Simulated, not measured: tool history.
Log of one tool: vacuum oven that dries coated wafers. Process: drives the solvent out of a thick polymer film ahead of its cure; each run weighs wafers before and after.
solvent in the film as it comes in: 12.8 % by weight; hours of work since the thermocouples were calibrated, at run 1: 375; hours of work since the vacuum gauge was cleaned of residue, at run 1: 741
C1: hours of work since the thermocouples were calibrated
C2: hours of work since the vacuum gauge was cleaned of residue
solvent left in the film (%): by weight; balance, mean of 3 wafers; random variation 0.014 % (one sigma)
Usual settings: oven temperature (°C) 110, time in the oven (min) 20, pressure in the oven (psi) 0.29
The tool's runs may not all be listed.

Run 1, day 0: usual settings; C1 375; C2 741. Result: solvent left in the film (%) 4.42.
Run 2, day 2.846: usual settings; C1 423; C2 789. Result: solvent left in the film (%) 4.44.
Run 3, day 6.854: usual settings; C1 489; C2 855. Result: solvent left in the film (%) 4.44.
Run 4, day 9.562: usual settings; C1 534; C2 900. Result: solvent left in the film (%) 4.48.
Run 5, day 12.5: usual settings; C1 582; C2 948. Result: solvent left in the film (%) 4.46.
Run 6, day 15.217: usual settings; C1 628; C2 994. Result: solvent left in the film (%) 4.52.
Run 7, day 17.879: usual settings; C1 672; C2 1038. Result: solvent left in the film (%) 4.54.
Run 8, day 19.867: usual settings; C1 705; C2 1071. Result: solvent left in the film (%) 4.53.
At day 23.321: oven's thermocouples calibrated.
Run 9, day 24.208: usual settings; C1 15; C2 1141. Result: solvent left in the film (%) 4.36.
Run 10, day 26.242: usual settings but pressure in the oven (psi) 1.11; C1 48; C2 1175. Result: solvent left in the film (%) 11.49.
Run 11, day 28.608: usual settings but pressure in the oven (psi) 1.11; C1 88; C2 1214. Result: solvent left in the film (%) 11.52.
Run 12, day 30.662: usual settings but pressure in the oven (psi) 0.318; C1 122; C2 1248. Result: solvent left in the film (%) 4.62.
At day 31.8: vacuum gauge cleaned of residue and calibrated.
Run 13, day 33.25: usual settings but time in the oven (min) 17, pressure in the oven (psi) 0.526; C1 163; C2 24. Result: solvent left in the film (%) 6.9.
Run 14, day 35.092: usual settings but time in the oven (min) 17, pressure in the oven (psi) 0.526; C1 194; C2 55. Result: solvent left in the film (%) 6.92.
Run 15, day 38.204: usual settings but oven temperature (°C) 113, time in the oven (min) 29, pressure in the oven (psi) 0.995; C1 246; C2 106. Result: solvent left in the film (%) 9.56.
At day 40.846: vacuum gauge cleaned of residue and calibrated, once more.
Run 16, day 41.538: usual settings but oven temperature (°C) 102, time in the oven (min) 29, pressure in the oven (psi) 0.995; C1 300; C2 12. Result: solvent left in the film (%) 12.85.
Run 17, day 44.75: usual settings but oven temperature (°C) 102, time in the oven (min) 29, pressure in the oven (psi) 0.995; C1 353; C2 65. Result: solvent left in the film (%) 12.79.
Run 18, day 46.588: usual settings but oven temperature (°C) 102, time in the oven (min) 29, pressure in the oven (psi) 0.846; C1 384; C2 95. Result: solvent left in the film (%) 11.54.
Run 19, day 50.875: usual settings but oven temperature (°C) 102, time in the oven (min) 29, pressure in the oven (psi) 0.846; C1 455; C2 166. Result: solvent left in the film (%) 11.58.
Run 20, day 54.542: usual settings but oven temperature (°C) 100, time in the oven (min) 25, pressure in the oven (psi) 0.234; C1 515; C2 227. Result: solvent left in the film (%) 5.01.
Run 21, day 58.942: usual settings but oven temperature (°C) 100, time in the oven (min) 25, pressure in the oven (psi) 0.234; C1 588; C2 300. Result: solvent left in the film (%) 5.07.
Run 22, day 61.138: usual settings but oven temperature (°C) 125, time in the oven (min) 34, pressure in the oven (psi) 0.234; C1 625; C2 336. Result: solvent left in the film (%) 1.57.
Run 23, day 64.438: usual settings but oven temperature (°C) 106, time in the oven (min) 25; C1 679; C2 391. Result: solvent left in the film (%) 4.61.
Run 24, day 66.817: usual settings but oven temperature (°C) 106, time in the oven (min) 25; C1 719; C2 430. Result: solvent left in the film (%) 4.62.

Forecast each of these 4 alternatives for the next run:
At day 69.571: oven's thermocouples calibrated.
Run A, day 71.067: usual settings but time in the oven (min) 18; C1 25; C2 499. Result: solvent left in the film (%) ?.
At day 69.571: oven's thermocouples calibrated.
Run B, day 71.067: usual settings but oven temperature (°C) 123, time in the oven (min) 19, pressure in the oven (psi) 0.229; C1 25; C2 499. Result: solvent left in the film (%) ?.
At day 69.571: oven's thermocouples calibrated.
Run C, day 71.067: usual settings but oven temperature (°C) 106, time in the oven (min) 25, pressure in the oven (psi) 0.547; C1 25; C2 499. Result: solvent left in the film (%) ?.
At day 69.571: oven's thermocouples calibrated.
Run D, day 71.067: usual settings but pressure in the oven (psi) 0.557; C1 25; C2 499. Result: solvent left in the film (%) ?.

run  solvent left in the film (%)
  A                          4.58
  B                          2.19
  C                          7.12
  D                          6.62
Without the tool's hidden state the same runs would have given:
run  solvent left in the film (%)
  A                          4.49
  B                          2.13
  C                          7.01
  D                          6.53
